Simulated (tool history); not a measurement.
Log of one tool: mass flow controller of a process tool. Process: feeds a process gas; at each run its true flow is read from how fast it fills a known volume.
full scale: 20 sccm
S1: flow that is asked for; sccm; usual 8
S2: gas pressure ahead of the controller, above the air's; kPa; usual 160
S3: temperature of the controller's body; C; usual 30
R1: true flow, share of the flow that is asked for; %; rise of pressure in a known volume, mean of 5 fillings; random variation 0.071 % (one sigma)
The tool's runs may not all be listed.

{"run": 1, "day": 0.0, "S1": 8, "S2": 160, "S3": 30, "R1": 99.89}
{"run": 2, "day": 4.033, "S1": 8, "S2": 160, "S3": 36, "R1": 100.64}
{"run": 3, "day": 7.008, "S1": 5, "S2": 160, "S3": 36, "R1": 100.7}
{"run": 4, "day": 9.412, "S1": 5, "S2": 160, "S3": 36, "R1": 100.71}
{"run": 5, "day": 14.112, "S1": 5, "S2": 160, "S3": 36, "R1": 100.77}
{"run": 6, "day": 16.525, "S1": 5, "S2": 160, "S3": 36, "R1": 100.88}
{"run": 7, "day": 18.85, "S1": 5, "S2": 160, "S3": 36, "R1": 101.0}
{"run": 8, "day": 23.275, "S1": 19, "S2": 160, "S3": 36, "R1": 101.44}
{"run": 9, "day": 28.154, "S1": 19, "S2": 160, "S3": 36, "R1": 101.65}
{"run": 10, "day": 31.904, "S1": 8, "S2": 249, "S3": 30, "R1": 101.57}
{"run": 11, "day": 34.408, "S1": 8, "S2": 249, "S3": 30, "R1": 101.44}
{"run": 12, "day": 37.233, "S1": 8, "S2": 249, "S3": 33, "R1": 101.84}
{"run": 13, "day": 39.596, "S1": 3, "S2": 249, "S3": 33, "R1": 101.85}
{"run": 14, "day": 44.879, "S1": 3, "S2": 249, "S3": 33, "R1": 101.96}
{"run": 15, "day": 48.312, "S1": 3, "S2": 249, "S3": 33, "R1": 102.25}
{"run": 16, "day": 52.138, "S1": 3, "S2": 249, "S3": 33, "R1": 102.17}
{"run": 17, "day": 54.925, "S1": 11, "S2": 160, "S3": 30, "R1": 101.59}
{"run": 18, "day": 58.846, "S1": 8, "S2": 160, "S3": 30, "R1": 101.8}
{"run": 19, "day": 61.262, "S1": 5, "S2": 160, "S3": 30, "R1": 101.76}
{"run": 20, "day": 63.808, "S1": 5, "S2": 160, "S3": 30, "R1": 101.8}
{"day": 67.025, "done": "gauge calibrated"}
{"run": 21, "day": 69.5, "S1": 8, "S2": 160, "S3": 30, "R1": 100.05}
{"run": 22, "day": 74.55, "S1": 8, "S2": 160, "S3": 30, "R1": 100.14}
{"run": 23, "day": 76.912, "S1": 8, "S2": 198, "S3": 30, "R1": 100.53}
{"run": 24, "day": 79.225, "S1": 8, "S2": 160, "S3": 30, "R1": 100.23}
{"run": 25, "day": 82.433, "S1": 8, "S2": 160, "S3": 30, "R1": 100.29}
{"run": 26, "day": 87.821, "S1": 8, "S2": 194, "S3": 30, "R1": 100.92}
{"run": 27, "day": 93.4, "S1": 2, "S2": 266, "S3": 22, "R1": 100.61}
{"run": 28, "day": 97.908, "S1": 10, "S2": 264, "S3": 30, "R1": 101.73}
{"run": 29, "day": 102.488, "S1": 18, "S2": 264, "S3": 24, "R1": 101.39}
{"run": 30, "day": 105.429, "S1": 6, "S2": 191, "S3": 33, "R1": 101.53}
{"run": 31, "day": 109.396, "S1": 3, "S2": 189, "S3": 32, "R1": 101.36}
{"run": 32, "day": 112.158, "S1": 4, "S2": 189, "S3": 32, "R1": 101.6}
{"run": 33, "day": 116.075, "S1": 3, "S2": 199, "S3": 26, "R1": 101.09}
{"run": 34, "day": 120.529, "S1": 4, "S2": 199, "S3": 26, "R1": 101.3}
{"day": 121.646, "done": "gauge calibrated"}
{"run": 35, "day": 125.304, "S1": 14, "S2": 156, "S3": 24, "R1": 99.54}
{"run": 36, "day": 128.029, "S1": 8, "S2": 262, "S3": 36, "R1": 101.34}
{"run": 37, "day": 133.804, "S1": 5, "S2": 140, "S3": 23, "R1": 99.36}
{"run": 38, "day": 137.533, "S1": 2, "S2": 198, "S3": 20, "R1": 99.51}
{"run": 39, "day": 142.629, "S1": 2, "S2": 262, "S3": 20, "R1": 100.12}
{"run": 40, "day": 145.271, "S1": 4, "S2": 191, "S3": 30, "R1": 100.73}
{"run": 41, "day": 148.133, "S1": 4, "S2": 219, "S3": 30, "R1": 100.91}
{"run": 42, "day": 153.842, "S1": 4, "S2": 219, "S3": 30, "R1": 101.15}
{"run": 43, "day": 158.292, "S1": 14, "S2": 159, "S3": 34, "R1": 101.61}
{"run": 44, "day": 160.754, "S1": 14, "S2": 239, "S3": 20, "R1": 100.8}
{"run": 45, "day": 163.162, "S1": 12, "S2": 163, "S3": 25, "R1": 100.91}
{"run": 46, "day": 168.892, "S1": 12, "S2": 199, "S3": 25, "R1": 101.25}
{"run": 47, "day": 173.808, "S1": 9, "S2": 164, "S3": 30, "R1": 101.55}
{"run": 48, "day": 178.883, "S1": 9, "S2": 164, "S3": 30, "R1": 101.69}

3 ways to go on from here, each from the tool as it stands after run 48. What would each give?
{"run": "A", "day": 183.867, "S1": 8, "S2": 276, "S3": 27, "R1": "?"}
{"run": "B", "day": 183.867, "S1": 3, "S2": 161, "S3": 34, "R1": "?"}
{"run": "C", "day": 183.867, "S1": 6, "S2": 160, "S3": 30, "R1": "?"}

run=A R1=102.31
run=B R1=102.02
run=C R1=101.82
Without the tool's hidden state the same runs would have given:
run=A R1=100.41
run=B R1=100.12
run=C R1=99.94
